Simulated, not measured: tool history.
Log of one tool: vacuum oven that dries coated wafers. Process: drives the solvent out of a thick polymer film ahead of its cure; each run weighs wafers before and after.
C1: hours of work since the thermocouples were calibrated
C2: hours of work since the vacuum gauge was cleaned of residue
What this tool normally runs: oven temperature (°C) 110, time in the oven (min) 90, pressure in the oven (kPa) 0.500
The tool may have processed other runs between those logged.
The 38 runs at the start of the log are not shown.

Run 39, day 89.100: usual settings but oven temperature (°C) 124, pressure in the oven (kPa) 1.049; C1 1249; C2 1129. Result: solvent left in the film (%) 1.01.
Run 40, day 91.771: usual settings but oven temperature (°C) 124, pressure in the oven (kPa) 1.049; C1 1277; C2 1157. Result: solvent left in the film (%) 1.12.
Run 41, day 93.104: usual settings but oven temperature (°C) 104, pressure in the oven (kPa) 0.801; C1 1291; C2 1171. Result: solvent left in the film (%) 4.37.
Run 42, day 96.225: usual settings but oven temperature (°C) 96, time in the oven (min) 140, pressure in the oven (kPa) 0.394; C1 1324; C2 1204. Result: solvent left in the film (%) 3.98.
Run 43, day 99.312: usual settings but oven temperature (°C) 118, time in the oven (min) 124, pressure in the oven (kPa) 0.491; C1 1357; C2 1236. Result: solvent left in the film (%) 0.88.
Run 44, day 101.971: usual settings but oven temperature (°C) 95, time in the oven (min) 141, pressure in the oven (kPa) 0.491; C1 1384; C2 1264. Result: solvent left in the film (%) 4.37.
Run 45, day 104.121: usual settings but oven temperature (°C) 109, time in the oven (min) 65, pressure in the oven (kPa) 1.673; C1 1407; C2 1287. Result: solvent left in the film (%) 5.26.
Run 46, day 106.842: usual settings but oven temperature (°C) 119, time in the oven (min) 125, pressure in the oven (kPa) 1.142; C1 1436; C2 1315. Result: solvent left in the film (%) 1.10.

Below are 3 alternative next runs, each starting from the tool's condition after run 46. Predict each:
Run A, day 109.367: usual settings but oven temperature (°C) 117, pressure in the oven (kPa) 0.446; C1 1462; C2 1342. Result: solvent left in the film (%) ?.
Run B, day 109.367: usual settings but oven temperature (°C) 119, time in the oven (min) 121, pressure in the oven (kPa) 1.142; C1 1462; C2 1342. Result: solvent left in the film (%) ?.
Run C, day 109.367: usual settings but oven temperature (°C) 106, time in the oven (min) 122, pressure in the oven (kPa) 0.522; C1 1462; C2 1342. Result: solvent left in the film (%) ?.

run  solvent left in the film (%)
  A                          1.63
  B                          1.02
  C                          2.42
With the hidden condition removed and each run's random variation left untouched, the same runs would have given:
run  solvent left in the film (%)
  A                          1.53
  B                          0.85
  C                          2.28
